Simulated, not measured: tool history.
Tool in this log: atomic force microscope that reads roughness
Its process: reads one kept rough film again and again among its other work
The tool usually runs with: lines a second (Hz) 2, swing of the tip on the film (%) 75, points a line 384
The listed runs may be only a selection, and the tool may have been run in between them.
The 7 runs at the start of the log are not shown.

run   hour  lines a second (Hz)  swing of the tip on the film (%)  points a line  pictures with this tip  hours of work since the height scale was calibrated  roughness of the kept film (nm (root mean square))
  8     46                    2                                75            511                     184                                                  106                                               2.435
  9     53                    2                                60            511                     193                                                  111                                               2.639
 10     62                    2                                75            384                     204                                                  119                                               2.409
 11   72.4                 3.56                                75            384                     218                                                  127                                               2.193
 12   77.4                    2                                75            384                     224                                                  131                                               2.402
 13   85.8                    2                                75            371                     235                                                  137                                               2.401
 14   95.9                    2                                61            371                     247                                                  145                                               2.559
 15  101.6                    2                                61            371                     255                                                  150                                               2.569
 16  110.8                    2                                61            371                     266                                                  157                                               2.561
 17  119.3                    2                                61            371                     277                                                  164                                               2.526
 18  125.7                 1.58                                75            429                     285                                                  169                                               2.415
 19  132.1                 1.58                                75            429                     293                                                  174                                               2.404
 20  138.9                 1.58                                75            429                     302                                                  179                                               2.401
     145.8  -- new tip fitted
 21  149.4                 3.24                                74            545                       5                                                  187                                               2.434
 22  155.1                    2                                78            402                      12                                                  192                                               2.531

For run 23, what comes out?
 23   163                 3.96                                78            492                      22                                                  198                                                   ?

{"run 23": {"roughness of the kept film (nm (root mean square))": 2.203}}
On a tool with no hidden condition, and with the same random variation, this run would have come out at roughness of the kept film (nm (root mean square)) 2.228.
